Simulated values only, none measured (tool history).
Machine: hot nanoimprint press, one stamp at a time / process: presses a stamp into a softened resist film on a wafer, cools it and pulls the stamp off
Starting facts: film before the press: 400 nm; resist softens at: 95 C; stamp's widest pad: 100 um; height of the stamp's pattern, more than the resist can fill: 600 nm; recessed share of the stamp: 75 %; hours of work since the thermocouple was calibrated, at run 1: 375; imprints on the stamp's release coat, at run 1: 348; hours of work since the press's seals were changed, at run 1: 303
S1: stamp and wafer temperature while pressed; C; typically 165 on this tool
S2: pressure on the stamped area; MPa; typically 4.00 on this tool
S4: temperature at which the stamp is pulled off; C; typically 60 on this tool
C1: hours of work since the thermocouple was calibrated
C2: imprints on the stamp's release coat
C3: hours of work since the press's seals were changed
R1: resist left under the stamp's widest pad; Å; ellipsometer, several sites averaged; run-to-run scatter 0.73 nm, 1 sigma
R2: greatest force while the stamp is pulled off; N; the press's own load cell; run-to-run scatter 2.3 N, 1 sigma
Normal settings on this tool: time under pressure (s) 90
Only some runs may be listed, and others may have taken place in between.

Run 1, hour 0.0: usual settings; C1 375; C2 348; C3 303. Result: R1 2237 Å, R2 112 N.
Run 2, hour 38.7: usual settings; C1 391; C2 450; C3 319. Result: R1 2238 Å, R2 117 N.
Run 3, hour 93.0: usual settings; C1 413; C2 592; C3 341. Result: R1 2238 Å, R2 116 N.
Run 4, hour 138.6: usual settings but S2 5.25 MPa; C1 432; C2 711; C3 359. Result: R1 1989 Å, R2 118 N.
Run 5, hour 181.6: usual settings; C1 449; C2 824; C3 377. Result: R1 2226 Å, R2 121 N.
Run 6, hour 239.6: usual settings but time under pressure (s) 85; C1 473; C2 976; C3 401. Result: R1 2252 Å, R2 117 N.
At hour 247.8: plate thermocouple calibrated.
Run 7, hour 278.3: usual settings but time under pressure (s) 85; C1 12; C2 1069; C3 415. Result: R1 2257 Å, R2 124 N.
Run 8, hour 313.0: usual settings but S4 58 C; C1 26; C2 1160; C3 429. Result: R1 2216 Å, R2 131 N.
Run 9, hour 344.6: usual settings but S4 58 C; C1 39; C2 1243; C3 442. Result: R1 2212 Å, R2 134 N.
At hour 395.1: stamp cleaned and given a new release coat.
Run 10, hour 396.6: usual settings but S4 58 C; C1 58; C2 4; C3 461. Result: R1 2207 Å, R2 114 N.
Run 11, hour 450.9: usual settings but time under pressure (s) 130, S4 65 C; C1 80; C2 147; C3 483. Result: R1 1928 Å, R2 92 N.
Run 12, hour 500.5: usual settings but S2 2.49 MPa, time under pressure (s) 150, S4 65 C; C1 100; C2 276; C3 503. Result: R1 2245 Å, R2 94 N.
Run 13, hour 534.0: usual settings but S1 169 C, S2 5.06 MPa, time under pressure (s) 150, S4 65 C; C1 114; C2 364; C3 517. Result: R1 1441 Å, R2 93 N.
Run 14, hour 578.9: usual settings but S1 158 C, S2 5.66 MPa; C1 132; C2 481; C3 535. Result: R1 2330 Å, R2 110 N.
At hour 591.3: plate thermocouple calibrated, once more.
Run 15, hour 608.3: usual settings but S1 174 C, time under pressure (s) 51, S4 49 C; C1 7; C2 551; C3 546. Result: R1 2177 Å, R2 154 N.
Run 16, hour 665.4: usual settings but S1 153 C, time under pressure (s) 69, S4 49 C; C1 30; C2 700; C3 569. Result: R1 3230 Å, R2 159 N.

Run 17 is up next; what results do you expect?
Run 17, hour 699.1: usual settings but S1 153 C, time under pressure (s) 92, S4 49 C; C1 44; C2 789; C3 582. Result: R1 ?, R2 ?.

R1: 3073 Å
R2: 155 N
On a tool with no hidden condition, and with the same random variation, this run would have come out at R1 3068 Å, R2 137 N.

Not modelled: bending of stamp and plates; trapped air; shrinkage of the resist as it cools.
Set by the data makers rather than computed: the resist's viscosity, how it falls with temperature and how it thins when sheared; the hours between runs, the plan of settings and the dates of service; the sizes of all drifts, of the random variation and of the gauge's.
